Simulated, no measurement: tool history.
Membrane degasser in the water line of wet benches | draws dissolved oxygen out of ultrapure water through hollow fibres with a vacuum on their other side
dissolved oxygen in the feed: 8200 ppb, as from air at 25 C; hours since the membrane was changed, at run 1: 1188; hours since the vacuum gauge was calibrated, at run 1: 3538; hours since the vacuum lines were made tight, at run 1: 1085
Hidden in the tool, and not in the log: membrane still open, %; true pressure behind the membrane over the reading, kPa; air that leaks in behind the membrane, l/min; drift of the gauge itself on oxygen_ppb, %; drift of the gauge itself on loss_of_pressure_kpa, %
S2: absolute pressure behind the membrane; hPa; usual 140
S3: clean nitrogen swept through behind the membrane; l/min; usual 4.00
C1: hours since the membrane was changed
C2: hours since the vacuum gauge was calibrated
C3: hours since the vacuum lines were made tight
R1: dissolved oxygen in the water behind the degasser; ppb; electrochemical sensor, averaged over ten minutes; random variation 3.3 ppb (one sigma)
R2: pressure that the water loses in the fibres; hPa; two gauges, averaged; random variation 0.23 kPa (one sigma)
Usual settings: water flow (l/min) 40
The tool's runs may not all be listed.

Run 1, hour 0.0: usual settings; C1 1188; C2 3538; C3 1085. Result: R1 325.2 ppb, R2 605.3 hPa.
Run 2, hour 49.9: usual settings; C1 1238; C2 3588; C3 1135. Result: R1 321.5 ppb, R2 601.9 hPa.
Run 3, hour 93.3: usual settings but S2 103 hPa; C1 1282; C2 3632; C3 1178. Result: R1 248.1 ppb, R2 603.7 hPa.
Run 4, hour 114.6: usual settings but S2 103 hPa; C1 1303; C2 3653; C3 1200. Result: R1 246.4 ppb, R2 607.8 hPa.
Run 5, hour 157.9: usual settings but S2 103 hPa; C1 1346; C2 3696; C3 1243. Result: R1 251.3 ppb, R2 599.9 hPa.
Run 6, hour 185.7: usual settings but S2 103 hPa; C1 1374; C2 3724; C3 1271. Result: R1 243.4 ppb, R2 603.6 hPa.
Run 7, hour 226.5: usual settings but S2 103 hPa; C1 1415; C2 3765; C3 1311. Result: R1 244.4 ppb, R2 608.5 hPa.
Run 8, hour 271.1: usual settings but S2 103 hPa; C1 1459; C2 3809; C3 1356. Result: R1 245.8 ppb, R2 604.7 hPa.
Run 9, hour 295.3: usual settings but S2 103 hPa; C1 1484; C2 3834; C3 1380. Result: R1 248.3 ppb, R2 608.1 hPa.
Run 10, hour 331.0: usual settings; C1 1519; C2 3869; C3 1416. Result: R1 326.3 ppb, R2 608.6 hPa.
Run 11, hour 377.8: usual settings; C1 1566; C2 3916; C3 1463. Result: R1 333.7 ppb, R2 608.8 hPa.
Run 12, hour 402.1: usual settings; C1 1590; C2 3940; C3 1487. Result: R1 324.8 ppb, R2 611.7 hPa.
Run 13, hour 425.9: usual settings; C1 1614; C2 3964; C3 1511. Result: R1 326.0 ppb, R2 607.8 hPa.
Run 14, hour 472.4: usual settings; C1 1661; C2 4011; C3 1557. Result: R1 321.4 ppb, R2 610.8 hPa.
Run 15, hour 510.9: usual settings but water flow (l/min) 56, S2 318 hPa, S3 8.30 l/min; C1 1699; C2 4049; C3 1596. Result: R1 578.5 ppb, R2 852.0 hPa.
Run 16, hour 547.9: usual settings but water flow (l/min) 56, S2 318 hPa, S3 8.30 l/min; C1 1736; C2 4086; C3 1633. Result: R1 569.0 ppb, R2 857.6 hPa.
Run 17, hour 585.0: usual settings but water flow (l/min) 56, S2 318 hPa, S3 8.30 l/min; C1 1773; C2 4123; C3 1670. Result: R1 572.2 ppb, R2 861.4 hPa.
Run 18, hour 619.3: usual settings but water flow (l/min) 56, S2 318 hPa, S3 8.30 l/min; C1 1808; C2 4158; C3 1704. Result: R1 579.2 ppb, R2 856.0 hPa.
Run 19, hour 663.4: usual settings but water flow (l/min) 56, S2 131 hPa, S3 8.30 l/min; C1 1852; C2 4202; C3 1748. Result: R1 301.5 ppb, R2 855.4 hPa.
Run 20, hour 708.1: usual settings but water flow (l/min) 41, S2 88 hPa, S3 8.30 l/min; C1 1896; C2 4246; C3 1793. Result: R1 149.4 ppb, R2 631.6 hPa.
Run 21, hour 742.7: usual settings but S2 203 hPa, S3 3.31 l/min; C1 1931; C2 4281; C3 1828. Result: R1 538.6 ppb, R2 616.8 hPa.
Run 22, hour 775.8: usual settings but S2 203 hPa, S3 3.31 l/min; C1 1964; C2 4314; C3 1861. Result: R1 530.8 ppb, R2 621.2 hPa.
Run 23, hour 809.5: usual settings but S2 203 hPa, S3 3.31 l/min; C1 1998; C2 4348; C3 1894. Result: R1 530.0 ppb, R2 618.7 hPa.
Run 24, hour 858.6: usual settings but water flow (l/min) 35, S2 245 hPa, S3 1.67 l/min; C1 2047; C2 4397; C3 1944. Result: R1 955.8 ppb, R2 537.8 hPa.
At hour 867.5: gauge calibrated.
Run 25, hour 904.6: usual settings but water flow (l/min) 35, S2 245 hPa, S3 1.67 l/min; C1 2093; C2 4443; C3 1990. Result: R1 947.5 ppb, R2 527.8 hPa.
Run 26, hour 949.9: usual settings but S2 124 hPa, S3 5.48 l/min; C1 2138; C2 4488; C3 2035. Result: R1 238.5 ppb, R2 605.3 hPa.
Run 27, hour 979.6: usual settings but S2 180 hPa, S3 2.22 l/min; C1 2168; C2 4518; C3 2065. Result: R1 627.7 ppb, R2 602.3 hPa.
Run 28, hour 1022.0: usual settings but water flow (l/min) 53, S2 195 hPa; C1 2210; C2 4560; C3 2107. Result: R1 604.7 ppb, R2 800.7 hPa.

Forecast each of these 5 alternatives for the next run:
Run A, hour 1072.2: usual settings but water flow (l/min) 57; C1 2260; C2 4610; C3 2157. Result: R1 ?, R2 ?.
Run B, hour 1072.2: usual settings but water flow (l/min) 46, S2 102 hPa, S3 4.23 l/min; C1 2260; C2 4610; C3 2157. Result: R1 ?, R2 ?.
Run C, hour 1072.2: usual settings but water flow (l/min) 53, S2 131 hPa; C1 2260; C2 4610; C3 2157. Result: R1 ?, R2 ?.
Run D, hour 1072.2: usual settings but water flow (l/min) 53, S3 6.09 l/min; C1 2260; C2 4610; C3 2157. Result: R1 ?, R2 ?.
Run E, hour 1072.2: usual settings but water flow (l/min) 53, S2 243 hPa, S3 8.91 l/min; C1 2260; C2 4610; C3 2157. Result: R1 ?, R2 ?.

run     R1     R2
  A  484.9  863.0
  B  277.5  699.3
  C  419.6  805.9
  D  350.1  801.2
  E  416.6  804.6
Without the tool's hidden state the same runs would have given:
run     R1     R2
  A  484.5  857.5
  B  277.2  694.9
  C  419.3  800.8
  D  349.8  796.1
  E  416.4  799.5
